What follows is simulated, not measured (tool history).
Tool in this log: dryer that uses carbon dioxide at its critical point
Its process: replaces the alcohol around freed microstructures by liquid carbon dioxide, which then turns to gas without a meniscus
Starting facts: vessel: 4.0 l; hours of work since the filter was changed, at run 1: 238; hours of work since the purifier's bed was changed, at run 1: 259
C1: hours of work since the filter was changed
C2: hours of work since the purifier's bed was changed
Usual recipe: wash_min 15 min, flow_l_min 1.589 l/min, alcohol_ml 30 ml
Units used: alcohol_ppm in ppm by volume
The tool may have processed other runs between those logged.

Run 1, hour 0: usual settings; C1 238; C2 259. Result: alcohol_ppm 135 ppm by volume.
At hour 10: inlet filter changed.
Run 2, hour 15.1: usual settings; C1 3; C2 266. Result: alcohol_ppm 107 ppm by volume.
Run 3, hour 25.9: usual settings but flow_l_min 1.48 l/min; C1 8; C2 272. Result: alcohol_ppm 141 ppm by volume.
Run 4, hour 40.6: usual settings but flow_l_min 1.48 l/min; C1 16; C2 280. Result: alcohol_ppm 132 ppm by volume.
Run 5, hour 52.8: usual settings but flow_l_min 1.48 l/min; C1 22; C2 286. Result: alcohol_ppm 146 ppm by volume.
Run 6, hour 60.5: usual settings; C1 26; C2 290. Result: alcohol_ppm 117 ppm by volume.
Run 7, hour 73.3: usual settings but flow_l_min 0.98 l/min; C1 32; C2 296. Result: alcohol_ppm 493 ppm by volume.
Run 8, hour 88.9: usual settings but flow_l_min 0.98 l/min; C1 40; C2 304. Result: alcohol_ppm 488 ppm by volume.
Run 9, hour 104: usual settings but flow_l_min 1.28 l/min; C1 48; C2 312. Result: alcohol_ppm 238 ppm by volume.
Run 10, hour 115.2: usual settings but flow_l_min 1.42 l/min; C1 54; C2 318. Result: alcohol_ppm 154 ppm by volume.
Run 11, hour 126.7: usual settings but flow_l_min 1.42 l/min; C1 60; C2 324. Result: alcohol_ppm 157 ppm by volume.
Run 12, hour 142.6: usual settings but flow_l_min 1.42 l/min; C1 68; C2 332. Result: alcohol_ppm 172 ppm by volume.
Run 13, hour 152.4: usual settings; C1 73; C2 337. Result: alcohol_ppm 125 ppm by volume.
Run 14, hour 162.9: usual settings but flow_l_min 1.97 l/min; C1 78; C2 342. Result: alcohol_ppm 65 ppm by volume.
Run 15, hour 176.8: usual settings but flow_l_min 1.97 l/min; C1 85; C2 349. Result: alcohol_ppm 73 ppm by volume.
Run 16, hour 190.7: usual settings but flow_l_min 1.97 l/min; C1 93; C2 356. Result: alcohol_ppm 72 ppm by volume.
Run 17, hour 203.7: usual settings but wash_min 11 min, flow_l_min 1.14 l/min; C1 99; C2 363. Result: alcohol_ppm 775 ppm by volume.
Run 18, hour 216.1: usual settings but wash_min 11 min, flow_l_min 1.84 l/min, alcohol_ml 115 ml; C1 106; C2 369. Result: alcohol_ppm 640 ppm by volume.
Run 19, hour 226.8: usual settings but wash_min 11 min, flow_l_min 1.84 l/min, alcohol_ml 115 ml; C1 111; C2 375. Result: alcohol_ppm 636 ppm by volume.
Run 20, hour 236.8: usual settings but wash_min 11 min, flow_l_min 1.84 l/min, alcohol_ml 115 ml; C1 116; C2 380. Result: alcohol_ppm 633 ppm by volume.
Run 21, hour 252.6: usual settings but wash_min 19 min, flow_l_min 1.65 l/min, alcohol_ml 96 ml; C1 124; C2 388. Result: alcohol_ppm 122 ppm by volume.
Run 22, hour 260: usual settings but wash_min 19 min, flow_l_min 1.65 l/min, alcohol_ml 96 ml; C1 128; C2 392. Result: alcohol_ppm 116 ppm by volume.
Run 23, hour 268.5: usual settings but flow_l_min 1.62 l/min, alcohol_ml 62 ml; C1 132; C2 396. Result: alcohol_ppm 200 ppm by volume.
Run 24, hour 282.3: usual settings but flow_l_min 1.62 l/min, alcohol_ml 62 ml; C1 139; C2 403. Result: alcohol_ppm 212 ppm by volume.
Run 25, hour 293.9: usual settings but wash_min 11 min, flow_l_min 1.33 l/min, alcohol_ml 96 ml; C1 145; C2 409. Result: alcohol_ppm 1636 ppm by volume.
Run 26, hour 303.9: usual settings but wash_min 11 min, flow_l_min 1.33 l/min, alcohol_ml 96 ml; C1 150; C2 414. Result: alcohol_ppm 1625 ppm by volume.
Run 27, hour 313.3: usual settings but wash_min 11 min, flow_l_min 1.33 l/min, alcohol_ml 96 ml; C1 155; C2 419. Result: alcohol_ppm 1659 ppm by volume.
Run 28, hour 322.3: usual settings but wash_min 11 min, flow_l_min 1.86 l/min, alcohol_ml 76 ml; C1 160; C2 424. Result: alcohol_ppm 466 ppm by volume.
Run 29, hour 337.3: usual settings but wash_min 11 min, flow_l_min 1.86 l/min, alcohol_ml 76 ml; C1 168; C2 431. Result: alcohol_ppm 451 ppm by volume.
Run 30, hour 352.1: usual settings but wash_min 10 min, flow_l_min 1.76 l/min, alcohol_ml 31 ml; C1 175; C2 439. Result: alcohol_ppm 353 ppm by volume.
Run 31, hour 361.2: usual settings but wash_min 10 min, flow_l_min 1.76 l/min, alcohol_ml 31 ml; C1 180; C2 444. Result: alcohol_ppm 354 ppm by volume.
Run 32, hour 371: usual settings but wash_min 10 min, flow_l_min 1.66 l/min, alcohol_ml 99 ml; C1 185; C2 449. Result: alcohol_ppm 1204 ppm by volume.

4 ways to go on from here, each from the tool as it stands after run 32. What would each give?
Run A, hour 380.7: usual settings but wash_min 20 min, flow_l_min 1.74 l/min, alcohol_ml 61 ml; C1 190; C2 454. Result: alcohol_ppm ?.
Run B, hour 380.7: usual settings but wash_min 17 min, flow_l_min 1.66 l/min, alcohol_ml 99 ml; C1 190; C2 454. Result: alcohol_ppm ?.
Run C, hour 380.7: usual settings but wash_min 10 min, flow_l_min 2.56 l/min, alcohol_ml 99 ml; C1 190; C2 454. Result: alcohol_ppm ?.
Run D, hour 380.7: usual settings but flow_l_min 1.1 l/min, alcohol_ml 68 ml; C1 190; C2 454. Result: alcohol_ppm ?.

run  alcohol_ppm
  A           86
  B          193
  C          251
  D          930
Had the tool no hidden state, the same runs would have come out as:
run  alcohol_ppm
  A           14
  B           79
  C          119
  D          666
